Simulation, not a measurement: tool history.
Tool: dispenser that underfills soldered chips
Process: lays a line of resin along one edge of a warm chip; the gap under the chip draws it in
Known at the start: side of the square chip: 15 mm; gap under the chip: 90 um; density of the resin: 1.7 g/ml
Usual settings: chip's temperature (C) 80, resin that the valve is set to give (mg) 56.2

run   hour  chip's temperature (C)  resin that the valve is set to give (mg)  time until the resin shows at the far edge (s)  resin that the valve gave (mg)
  1    0.0                      80                                      56.2                                            93.3                           53.87
       5.7  -- new syringe of resin
  2   11.9                      80                                      56.2                                            73.1                           52.98
      22.5  -- new syringe of resin
  3   23.7                      80                                      56.2                                            58.6                           53.11
      28.1  -- dispensing valve cleaned and set on the balance
  4   31.8                      67                                      56.2                                           144.0                           55.93
  5   39.0                      67                                      49.3                                           210.7                           49.36
      40.0  -- new syringe of resin
  6   48.7                      80                                      56.2                                            82.8                           55.45
      56.8  -- new syringe of resin
  7   60.4                      80                                      56.2                                            64.7                           54.95
  8   70.4                      80                                      71.9                                           101.6                           70.00
      73.8  -- new syringe of resin
  9   82.6                      80                                      71.9                                            81.4                           69.96
      89.9  -- new syringe of resin
 10   95.7                      80                                      71.9                                            72.2                           68.55
     106.2  -- new syringe of resin
 11  109.0                      80                                      56.2                                            63.1                           53.28
 12  115.4                      80                                      56.2                                            86.7                           52.94
     122.7  -- new syringe of resin
 13  125.9                      80                                      56.2                                            66.2                           52.46
     131.9  -- dispensing valve cleaned and set on the balance
 14  134.3                      80                                      56.2                                            90.4                           56.13
     140.0  -- new syringe of resin
 15  141.4                      78                                      49.3                                            66.1                           49.29
 16  152.9                      76                                      52.1                                           121.1                           51.61

What does the tool deliver on the next run?
     156.2  -- new syringe of resin
 17  164.8                      66                                      58.4                                               ?                               ?

{"run 17": {"time until the resin shows at the far edge (s)": 154.5, "resin that the valve gave (mg)": 57.36}}
With no hidden state in the tool, this same run would have given time until the resin shows at the far edge (s) 92.2, resin that the valve gave (mg) 58.29.

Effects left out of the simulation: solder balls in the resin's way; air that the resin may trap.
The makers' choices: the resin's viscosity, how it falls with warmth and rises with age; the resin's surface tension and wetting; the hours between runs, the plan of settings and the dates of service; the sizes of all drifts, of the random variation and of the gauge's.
